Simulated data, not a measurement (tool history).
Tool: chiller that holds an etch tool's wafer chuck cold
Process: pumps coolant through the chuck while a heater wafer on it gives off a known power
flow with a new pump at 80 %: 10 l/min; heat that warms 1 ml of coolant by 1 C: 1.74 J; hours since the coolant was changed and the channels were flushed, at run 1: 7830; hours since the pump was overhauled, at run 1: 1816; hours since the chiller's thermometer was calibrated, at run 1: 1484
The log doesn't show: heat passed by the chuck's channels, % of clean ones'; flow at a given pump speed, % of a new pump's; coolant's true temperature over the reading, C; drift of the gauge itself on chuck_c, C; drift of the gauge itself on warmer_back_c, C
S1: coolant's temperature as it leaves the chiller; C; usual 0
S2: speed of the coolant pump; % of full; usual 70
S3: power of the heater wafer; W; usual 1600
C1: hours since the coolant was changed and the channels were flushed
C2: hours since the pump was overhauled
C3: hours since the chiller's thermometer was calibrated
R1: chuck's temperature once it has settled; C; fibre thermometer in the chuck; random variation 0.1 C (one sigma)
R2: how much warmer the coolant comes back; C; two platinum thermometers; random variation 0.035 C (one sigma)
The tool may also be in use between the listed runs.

run,hour,S1,S2,S3,C1,C2,C3,R1,R2
1,0,0,70,1600,7830,1816,1484,16.7,6.37
2,67,0,70,1600,7897,1883,1551,16.5,6.3
3,109.1,0,70,946,7939,1925,1593,9.9,3.77
4,156.5,0,70,946,7987,1972,1640,9.9,3.72
5,208.6,0,70,946,8039,2024,1692,9.9,3.81
6,284.9,0,70,946,8115,2101,1768,9.8,3.75
7,348.7,0,70,2385,8179,2164,1832,24.8,9.5
8,424.8,0,70,2385,8255,2240,1908,24.9,9.47
9,474.1,5,64,1930,8304,2290,1958,26.6,8.45
10,536.3,-1,84,897,8367,2352,2020,7.3,3.03
# hour 598.6: chiller's thermometer calibrated
11,598.6,-2,94,897,8428,2413,0,5.3,2.78
12,669.3,-2,74,1291,8499,2484,71,10.8,4.95
13,706,-2,61,940,8535,2521,107,8.8,4.43
14,740.8,-2,67,940,8570,2555,142,8.2,4.05
15,810.8,0,70,1673,8640,2625,212,17.5,6.73
# hour 866.8: coolant changed, channels flushed
16,876.1,0,70,1673,9,2685,271,17.4,6.77

3 ways to go on from here, each from the tool as it stands after run 16. What would each give?
# hour 902.1: gauge calibrated
A,949.9,-9,87,1600,83,2759,345,?,?
# hour 902.1: gauge calibrated
B,949.9,-5,84,1980,83,2759,345,?,?
# hour 902.1: gauge calibrated
C,949.9,-10,70,1673,83,2759,345,?,?

run,R1,R2
A,5,5.08
B,12.7,6.53
C,7.5,6.57
Without the tool's hidden state the same runs would have given:
run,R1,R2
A,5,5.07
B,12.7,6.52
C,7.5,6.56

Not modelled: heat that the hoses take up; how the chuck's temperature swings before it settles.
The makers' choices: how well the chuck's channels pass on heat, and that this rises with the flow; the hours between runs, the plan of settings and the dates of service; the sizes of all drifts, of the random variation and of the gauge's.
